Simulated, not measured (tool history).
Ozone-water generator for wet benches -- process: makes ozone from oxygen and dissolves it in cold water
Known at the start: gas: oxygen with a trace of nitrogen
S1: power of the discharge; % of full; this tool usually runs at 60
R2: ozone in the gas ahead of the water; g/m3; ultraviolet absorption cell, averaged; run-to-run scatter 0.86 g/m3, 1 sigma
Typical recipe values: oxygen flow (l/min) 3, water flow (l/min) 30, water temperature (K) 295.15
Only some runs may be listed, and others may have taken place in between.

{"run": 1, "day": 0.0, "S1": 60, "oxygen flow (l/min)": 3, "water flow (l/min)": 30, "water temperature (K)": 295.15, "dissolved ozone (ppm)": 6.6, "R2": 138.3}
{"run": 2, "day": 1.242, "S1": 60, "oxygen flow (l/min)": 3, "water flow (l/min)": 30, "water temperature (K)": 295.15, "dissolved ozone (ppm)": 6.7, "R2": 135.3}
{"run": 3, "day": 2.404, "S1": 60, "oxygen flow (l/min)": 3, "water flow (l/min)": 30, "water temperature (K)": 295.15, "dissolved ozone (ppm)": 6.2, "R2": 136.2}
{"run": 4, "day": 3.804, "S1": 43, "oxygen flow (l/min)": 3, "water flow (l/min)": 30, "water temperature (K)": 295.15, "dissolved ozone (ppm)": 4.9, "R2": 104.0}
{"run": 5, "day": 5.392, "S1": 43, "oxygen flow (l/min)": 3, "water flow (l/min)": 30, "water temperature (K)": 295.15, "dissolved ozone (ppm)": 4.9, "R2": 105.9}
{"run": 6, "day": 6.771, "S1": 43, "oxygen flow (l/min)": 3, "water flow (l/min)": 30, "water temperature (K)": 295.15, "dissolved ozone (ppm)": 4.9, "R2": 105.9}
{"run": 7, "day": 7.771, "S1": 43, "oxygen flow (l/min)": 3, "water flow (l/min)": 30, "water temperature (K)": 295.15, "dissolved ozone (ppm)": 5.1, "R2": 104.9}
{"run": 8, "day": 9.217, "S1": 43, "oxygen flow (l/min)": 3, "water flow (l/min)": 30, "water temperature (K)": 295.15, "dissolved ozone (ppm)": 5.2, "R2": 105.8}
{"run": 9, "day": 10.292, "S1": 60, "oxygen flow (l/min)": 3, "water flow (l/min)": 30, "water temperature (K)": 296.15, "dissolved ozone (ppm)": 6.5, "R2": 137.3}

Run 10 is up next; what results do you expect?
{"run": 10, "day": 11.008, "S1": 60, "oxygen flow (l/min)": 3, "water flow (l/min)": 36, "water temperature (K)": 296.15, "dissolved ozone (ppm)": "?", "R2": "?"}

dissolved ozone (ppm): 5.4
R2: 137.1 g/m3
Minus the tool's unlogged condition, the same run would have read dissolved ozone (ppm) 6.1, R2 140.9 g/m3.
